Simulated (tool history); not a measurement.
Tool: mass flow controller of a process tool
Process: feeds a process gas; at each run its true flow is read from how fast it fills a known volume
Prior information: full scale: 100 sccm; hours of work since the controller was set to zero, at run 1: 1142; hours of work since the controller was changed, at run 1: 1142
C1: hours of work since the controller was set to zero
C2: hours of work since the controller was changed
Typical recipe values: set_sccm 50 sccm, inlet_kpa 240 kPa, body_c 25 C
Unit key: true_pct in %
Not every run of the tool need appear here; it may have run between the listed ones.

run 1 hour=0 | set_sccm=50 inlet_kpa=240 body_c=25 | C1=1142 C2=1142 | true_pct=100.23
run 2 hour=123.7 | set_sccm=50 inlet_kpa=240 body_c=25 | C1=1219 C2=1219 | true_pct=100.23
run 3 hour=184.9 | set_sccm=50 inlet_kpa=240 body_c=25 | C1=1257 C2=1257 | true_pct=100.05
run 4 hour=301.2 | set_sccm=50 inlet_kpa=240 body_c=25 | C1=1330 C2=1330 | true_pct=100.16
run 5 hour=419 | set_sccm=50 inlet_kpa=240 body_c=39 | C1=1403 C2=1403 | true_pct=99.86
run 6 hour=482 | set_sccm=50 inlet_kpa=240 body_c=25 | C1=1442 C2=1442 | true_pct=100.3
run 7 hour=555.6 | set_sccm=50 inlet_kpa=240 body_c=25 | C1=1488 C2=1488 | true_pct=100.34
run 8 hour=665.6 | set_sccm=50 inlet_kpa=191 body_c=26 | C1=1557 C2=1557 | true_pct=100.08
run 9 hour=765 | set_sccm=50 inlet_kpa=191 body_c=26 | C1=1619 C2=1619 | true_pct=100.08
-- hour=770.6 controller's zero set anew
run 10 hour=864.1 | set_sccm=19 inlet_kpa=240 body_c=22 | C1=58 C2=1680 | true_pct=101.21
run 11 hour=921.3 | set_sccm=19 inlet_kpa=240 body_c=22 | C1=94 C2=1716 | true_pct=101.29
run 12 hour=1019.9 | set_sccm=50 inlet_kpa=160 body_c=22 | C1=155 C2=1777 | true_pct=100.34

Forecast run 13:
run 13 hour=1144.1 | set_sccm=50 inlet_kpa=199 body_c=22 | C1=233 C2=1855 | true_pct=?

Logged for run 13: true_pct 100.51 %.
With no hidden state in the tool, this same run would have given true_pct 99.31 %.
